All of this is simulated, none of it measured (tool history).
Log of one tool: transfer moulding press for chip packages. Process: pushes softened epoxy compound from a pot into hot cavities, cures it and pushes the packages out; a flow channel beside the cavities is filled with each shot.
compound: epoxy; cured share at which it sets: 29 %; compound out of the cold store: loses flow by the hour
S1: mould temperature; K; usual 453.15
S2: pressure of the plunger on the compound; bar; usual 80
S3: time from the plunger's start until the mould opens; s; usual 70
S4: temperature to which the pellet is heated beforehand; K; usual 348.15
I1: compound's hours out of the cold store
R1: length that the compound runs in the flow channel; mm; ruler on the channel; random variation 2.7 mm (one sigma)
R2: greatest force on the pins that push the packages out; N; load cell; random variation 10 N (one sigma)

run	day	S1	S2	S3	S4	I1	R1	R2
1	0	453.15	80	70	348.15	36.5	819	753
2	0.575	453.15	80	70	348.15	15.6	913	873
# day 0.946: plunger's sealing rings changed
3	1.267	453.15	80	70	348.15	36.3	839	938
# day 1.883: cavities cleaned with cleaning compound and waxed
4	1.992	453.15	67.9	70	348.15	16.8	859	547
5	2.604	453.15	80	70	348.15	28.2	874	718
6	3.358	453.15	80	70	348.15	22.3	900	865
7	3.888	449.15	80	70	348.15	12.7	964	1194
8	4.421	447.15	80	70	348.15	18.4	943	1457
# day 4.604: cavities cleaned with cleaning compound and waxed
9	5.621	453.15	68.7	70	348.15	39.6	759	764
10	6.492	453.15	68.7	70	348.15	37.2	762	893
11	7.146	453.15	68.7	70	348.15	46.2	728	996
# day 7.362: cavities cleaned with cleaning compound and waxed
12	8.312	453.15	68.7	70	348.15	46.1	725	745
13	9.096	453.15	80	70	348.15	41.7	800	874
# day 10.125: cavities cleaned with cleaning compound and waxed
14	10.367	459.15	80	70	348.15	34.2	802	487
# day 11.079: plunger's sealing rings changed
15	11.429	453.15	97.2	70	348.15	41.2	911	785
# day 11.796: mould's thermocouples calibrated
16	12.588	453.15	97.2	70	348.15	8.4	1077	1041
# day 13.017: cavities cleaned with cleaning compound and waxed
17	13.621	459.15	68.5	70	346.15	23.5	810	587
18	14.625	459.15	80.4	62	346.15	36.2	818	822
19	15.175	459.15	92.3	62	352.15	35	876	857
# day 15.742: cavities cleaned with cleaning compound and waxed
20	16.358	448.15	80	96	348.15	16.9	949	616
21	17.438	452.15	87.9	96	348.15	38.1	861	728
22	18.1	459.15	87.9	51	348.15	33.7	855	1199
# day 18.5: cavities cleaned with cleaning compound and waxed
23	18.933	459.15	87.9	51	348.15	24.1	901	805
24	19.688	459.15	87.9	51	343.15	45.3	799	995
25	20.317	457.15	80	83	348.15	11.9	918	761
26	21.058	457.15	80	83	348.15	45.2	768	825
# day 21.221: plunger's sealing rings changed
# day 21.346: cavities cleaned with cleaning compound and waxed
27	22.35	457.15	80	83	348.15	29.9	855	651
28	23.188	453.15	98.7	91	348.15	24.3	996	773
29	23.708	453.15	98.7	91	348.15	39.8	912	804

Forecast each of these 3 alternatives for the next run:
# day 24.067: cavities cleaned with cleaning compound and waxed
A	24.388	457.15	76.3	100	348.15	42.4	?	?
# day 24.067: cavities cleaned with cleaning compound and waxed
B	24.388	447.15	82.9	51	348.15	26.2	?	?
# day 24.067: cavities cleaned with cleaning compound and waxed
C	24.388	453.15	84.6	91	353.15	38.9	?	?

run	R1	R2
A	778	492
B	932	1684
C	847	496
Without the tool's hidden state the same runs would have given:
run	R1	R2
A	788	392
B	944	1380
C	857	397
